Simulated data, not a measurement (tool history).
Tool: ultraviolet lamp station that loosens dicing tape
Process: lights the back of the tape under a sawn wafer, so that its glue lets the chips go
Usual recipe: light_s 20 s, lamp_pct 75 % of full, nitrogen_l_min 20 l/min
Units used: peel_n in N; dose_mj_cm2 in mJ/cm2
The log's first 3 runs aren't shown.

run   hour  light_s  lamp_pct  nitrogen_l_min  peel_n  dose_mj_cm2
  4  113.3       20        75              20   0.563          269
  5  144.8       20        75              20   0.585          274
  6  170.5       17        75              20    0.83          226
  7  208.3       17        75              20    0.84          226
  8  258.9       17        75              20   0.887          222
  9  291.7       20        75              20   0.633          257
 10  313.3       20        75              20   0.657          254
 11    359       20        98              20   0.388          329
 12  400.3       20        98              20   0.401          322
     404.7  -- window cleaned of glue's vapour
 13  422.8       20        98              20   0.447          311
 14  473.4       20        98              20   0.469          304
 15  513.8       20        92              20   0.539          283
 16  549.3       20        92              20   0.554          277
 17  587.4       20        92              20   0.559          274
     606.8  -- lamp changed
 18  632.3       20        75              11   0.444          380
     648.4  -- window cleaned of glue's vapour, once more
 19  656.3       10        90               6   1.608          242
 20  699.9       32        89               6    0.23          760
 21    750       32        89               6    0.23          747

Expected results for the next run?
 22  803.2       32        89               6       ?            ?

peel_n: 0.231 N
dose_mj_cm2: 741 mJ/cm2
With no hidden state in the tool, this same run would have given peel_n 0.219 N, dose_mj_cm2 789 mJ/cm2.

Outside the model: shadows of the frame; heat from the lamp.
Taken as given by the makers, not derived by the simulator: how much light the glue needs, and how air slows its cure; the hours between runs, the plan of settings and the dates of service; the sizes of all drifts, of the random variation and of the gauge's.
